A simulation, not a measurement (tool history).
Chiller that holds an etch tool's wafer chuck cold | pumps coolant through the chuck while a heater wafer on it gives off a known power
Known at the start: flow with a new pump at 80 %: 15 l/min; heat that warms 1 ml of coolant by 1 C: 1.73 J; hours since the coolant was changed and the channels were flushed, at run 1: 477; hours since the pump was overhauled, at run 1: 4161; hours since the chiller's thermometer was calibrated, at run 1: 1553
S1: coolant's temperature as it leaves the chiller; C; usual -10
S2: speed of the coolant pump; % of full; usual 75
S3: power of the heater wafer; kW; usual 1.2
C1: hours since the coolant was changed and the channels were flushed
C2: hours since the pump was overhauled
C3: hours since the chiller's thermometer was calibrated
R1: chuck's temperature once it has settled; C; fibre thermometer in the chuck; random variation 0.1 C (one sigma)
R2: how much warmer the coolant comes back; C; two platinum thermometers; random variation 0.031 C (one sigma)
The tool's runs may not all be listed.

| run | hour | S1 | S2 | S3 | C1 | C2 | C3 | R1 | R2 |
|---|---|---|---|---|---|---|---|---|---|
| 1 | 0 | -10 | 75 | 1.2 | 477 | 4161 | 1553 | -1.2 | 2.99 |
| 2 | 134.3 | -10 | 75 | 1.2 | 611 | 4295 | 1688 | -1.1 | 2.99 |
| 3 | 339.4 | -10 | 64 | 1.2 | 816 | 4500 | 1893 | -0.2 | 3.59 |
| 4 | 530.2 | -10 | 75 | 1.316 | 1007 | 4691 | 2083 | -0.1 | 3.25 |
| 5 | 626.2 | -10 | 75 | 1.316 | 1103 | 4787 | 2179 | -0.3 | 3.27 |
| 6 | 836.5 | -10 | 75 | 1.2 | 1313 | 4997 | 2390 | -1.2 | 2.93 |
| 7 | 958.5 | -10 | 75 | 1.2 | 1435 | 5119 | 2512 | -1.2 | 2.98 |
| 8 | 1072.4 | -15 | 75 | 1.2 | 1549 | 5233 | 2626 | -6.1 | 3.01 |
| 9 | 1182.1 | -11 | 75 | 1.2 | 1659 | 5343 | 2735 | -2.2 | 2.98 |
| 10 | 1309.9 | -10 | 75 | 0.877 | 1787 | 5471 | 2863 | -3.5 | 2.18 |
| 11 | 1524.4 | -10 | 75 | 0.877 | 2001 | 5685 | 3078 | -3.4 | 2.21 |
| 12 | 1667.6 | -10 | 75 | 0.877 | 2144 | 5829 | 3221 | -3.5 | 2.2 |
| 13 | 1755.4 | -10 | 75 | 0.877 | 2232 | 5916 | 3309 | -3.5 | 2.17 |
| 14 | 1856.5 | -10 | 75 | 0.877 | 2333 | 6017 | 3410 | -3.4 | 2.18 |
| 15 | 2023.8 | -10 | 75 | 0.877 | 2500 | 6185 | 3577 | -3.4 | 2.13 |
| 16 | 2111.7 | -10 | 75 | 1.2 | 2588 | 6273 | 3665 | -1.1 | 3.02 |
| 17 | 2317.6 | -10 | 75 | 0.633 | 2794 | 6479 | 3871 | -5.5 | 1.63 |
| 18 | 2480.8 | -10 | 100 | 1.395 | 2958 | 6642 | 4034 | -1.3 | 2.53 |
| 19 | 2614.1 | -10 | 75 | 1.202 | 3091 | 6775 | 4167 | -1 | 2.95 |
|  | 2710.5 | chiller's thermometer calibrated |
| 20 | 2815.3 | -6 | 70 | 1.2 | 3291 | 6975 | 105 | 3.3 | 3.18 |
| 21 | 2956.2 | -6 | 70 | 1.2 | 3432 | 7116 | 246 | 3 | 3.21 |
| 22 | 3114.9 | -6 | 70 | 1.2 | 3591 | 7275 | 404 | 3.4 | 3.23 |
| 23 | 3252.5 | -10 | 62 | 0.921 | 3728 | 7412 | 542 | -2.4 | 2.82 |
| 24 | 3381.8 | -10 | 62 | 0.921 | 3858 | 7542 | 671 | -2.3 | 2.88 |
| 25 | 3481.3 | -10 | 62 | 0.921 | 3957 | 7641 | 771 | -2.2 | 2.83 |
| 26 | 3607.6 | -10 | 62 | 0.921 | 4083 | 7768 | 897 | -2.3 | 2.82 |
| 27 | 3754.7 | -15 | 73 | 0.764 | 4230 | 7915 | 1044 | -9.4 | 2.02 |
| 28 | 3966 | -16 | 91 | 0.741 | 4442 | 8126 | 1255 | -11.1 | 1.53 |
| 29 | 4113.2 | -5 | 91 | 0.741 | 4589 | 8273 | 1403 | -0.2 | 1.53 |
| 30 | 4250.7 | -18 | 95 | 0.975 | 4726 | 8411 | 1540 | -11.8 | 1.86 |
| 31 | 4436.4 | -18 | 95 | 0.975 | 4912 | 8596 | 1726 | -11.7 | 1.87 |
| 32 | 4627.4 | -7 | 79 | 1.071 | 5103 | 8787 | 1917 | 0.8 | 2.54 |

Hidden state at the last listed run before each entry between runs and at the first one after, where it differs:
Between runs 19 and 20: chiller's thermometer calibrated (hour 2710.5)
  coolant's true temperature over the reading, C: -0.01 -> 0
